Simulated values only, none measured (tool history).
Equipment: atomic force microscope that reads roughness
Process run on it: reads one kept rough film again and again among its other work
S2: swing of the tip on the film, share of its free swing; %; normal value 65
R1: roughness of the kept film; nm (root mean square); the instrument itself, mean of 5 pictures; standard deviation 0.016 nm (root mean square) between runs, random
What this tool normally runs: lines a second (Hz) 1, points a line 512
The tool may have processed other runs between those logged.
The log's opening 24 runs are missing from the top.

{"run": 25, "day": 46.371, "lines a second (Hz)": 1.63, "S2": 65, "points a line": 512, "R1": 3.282}
{"day": 46.508, "done": "new tip fitted"}
{"run": 26, "day": 48.3, "lines a second (Hz)": 0.85, "S2": 78, "points a line": 512, "R1": 3.477}
{"run": 27, "day": 49.483, "lines a second (Hz)": 0.71, "S2": 62, "points a line": 617, "R1": 3.406}
{"day": 50.538, "done": "new tip fitted"}
{"run": 28, "day": 50.996, "lines a second (Hz)": 1, "S2": 82, "points a line": 512, "R1": 3.586}
{"day": 52.367, "done": "height scale calibrated on a step standard, once more"}
{"run": 29, "day": 52.758, "lines a second (Hz)": 0.99, "S2": 60, "points a line": 695, "R1": 3.56}
{"day": 54.704, "done": "new tip fitted"}
{"run": 30, "day": 55.317, "lines a second (Hz)": 1, "S2": 65, "points a line": 465, "R1": 3.715}
{"run": 31, "day": 56.521, "lines a second (Hz)": 1, "S2": 65, "points a line": 782, "R1": 3.612}
{"run": 32, "day": 58.538, "lines a second (Hz)": 1, "S2": 65, "points a line": 782, "R1": 3.393}
{"day": 58.821, "done": "new tip fitted"}
{"run": 33, "day": 59.779, "lines a second (Hz)": 1, "S2": 65, "points a line": 887, "R1": 3.678}
{"run": 34, "day": 60.896, "lines a second (Hz)": 1, "S2": 65, "points a line": 887, "R1": 3.544}
{"day": 62.862, "done": "new tip fitted"}
{"run": 35, "day": 63.208, "lines a second (Hz)": 2.92, "S2": 78, "points a line": 800, "R1": 3.502}
{"run": 36, "day": 65.688, "lines a second (Hz)": 2.92, "S2": 86, "points a line": 276, "R1": 3.126}
{"day": 66.892, "done": "new tip fitted"}
{"run": 37, "day": 67.621, "lines a second (Hz)": 2.92, "S2": 86, "points a line": 381, "R1": 3.362}
{"run": 38, "day": 69.092, "lines a second (Hz)": 3.24, "S2": 55, "points a line": 319, "R1": 3.529}
{"day": 70.9, "done": "new tip fitted"}
{"run": 39, "day": 70.9, "lines a second (Hz)": 0.78, "S2": 58, "points a line": 505, "R1": 3.818}

Below are 3 alternative next runs, each starting from the tool's condition after run 39. Predict each:
{"run": "A", "day": 73.25, "lines a second (Hz)": 2.38, "S2": 65, "points a line": 512, "R1": "?"}
{"run": "B", "day": 73.25, "lines a second (Hz)": 0.78, "S2": 65, "points a line": 461, "R1": "?"}
{"run": "C", "day": 73.25, "lines a second (Hz)": 1.29, "S2": 61, "points a line": 467, "R1": "?"}

run=A R1=3.476
run=B R1=3.521
run=C R1=3.513
The same runs, with their run-to-run variation unchanged, on a tool lacking any hidden condition would have given:
run=A R1=3.725
run=B R1=3.773
run=C R1=3.765

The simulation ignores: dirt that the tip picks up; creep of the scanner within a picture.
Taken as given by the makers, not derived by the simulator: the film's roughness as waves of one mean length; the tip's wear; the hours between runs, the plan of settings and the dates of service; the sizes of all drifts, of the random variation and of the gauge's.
